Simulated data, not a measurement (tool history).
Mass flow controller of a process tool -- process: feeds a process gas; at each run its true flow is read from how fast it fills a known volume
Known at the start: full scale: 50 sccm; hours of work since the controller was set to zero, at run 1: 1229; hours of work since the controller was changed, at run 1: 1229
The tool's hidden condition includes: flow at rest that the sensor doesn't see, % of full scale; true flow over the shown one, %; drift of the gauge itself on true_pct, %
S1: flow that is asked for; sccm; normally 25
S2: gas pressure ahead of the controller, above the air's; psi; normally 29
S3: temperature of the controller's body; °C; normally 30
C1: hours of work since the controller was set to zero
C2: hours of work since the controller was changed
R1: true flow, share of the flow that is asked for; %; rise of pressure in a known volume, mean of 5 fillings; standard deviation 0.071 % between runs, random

run	day	S1	S2	S3	C1	C2	R1
1	0	25	29	30	1229	1229	100.08
2	21.425	25	29	30	1525	1525	99.97
3	36.296	25	29	30	1730	1730	99.9
4	50.408	34	29	30	1925	1925	99.76
5	60.479	25	29	22	2064	2064	98.93
6	70.338	25	21.3	30	2200	2200	99.27
7	92.142	25	29	30	2501	2501	99.56
8	112.267	25	29	22	2779	2779	98.61
9	124.388	25	29	40	2946	2946	100.12
10	144.7	25	29	40	3227	3227	99.93
11	162.525	25	29	40	3473	3473	99.95
12	180.088	25	29	40	3716	3716	99.62
13	201.512	25	29	30	4012	4012	98.57
14	218.854	25	29	30	4251	4251	98.36
# day 223.921: gauge calibrated
15	235.396	23	29	30	4479	4479	99.88
16	250.788	10	29	30	4692	4692	99.68
17	268.129	10	29	30	4931	4931	99.67
18	284.967	10	24.7	30	5164	5164	99.39
# day 298.667: controller's zero set anew
19	306.8	10	23.6	29	112	5465	98.89
20	315.771	10	23.6	29	236	5589	98.95
21	324.788	8	29	37	361	5714	99.74
22	342.629	8	29	37	607	5960	99.65
23	352.3	16	29	26	741	6093	98.68
24	363.862	16	29	26	900	6253	98.65
25	384.3	25	30.9	30	1182	6535	99.09
26	393.317	25	39	27	1307	6660	98.98
27	410.958	6	25.4	27	1551	6903	98.1
28	432.371	6	25.4	27	1846	7199	97.86
29	448.192	10	31.8	26	2065	7418	98.03
30	465.688	6	33.4	20	2306	7659	97.28
31	478.008	6	33.4	20	2476	7829	97.28

Run 32 is up next; what results do you expect?
32	493.096	6	33.4	20	2685	8038	?

Run 32 came out at R1 97.24 %.
Minus the tool's unlogged condition, the same run would have read R1 99.15 %.

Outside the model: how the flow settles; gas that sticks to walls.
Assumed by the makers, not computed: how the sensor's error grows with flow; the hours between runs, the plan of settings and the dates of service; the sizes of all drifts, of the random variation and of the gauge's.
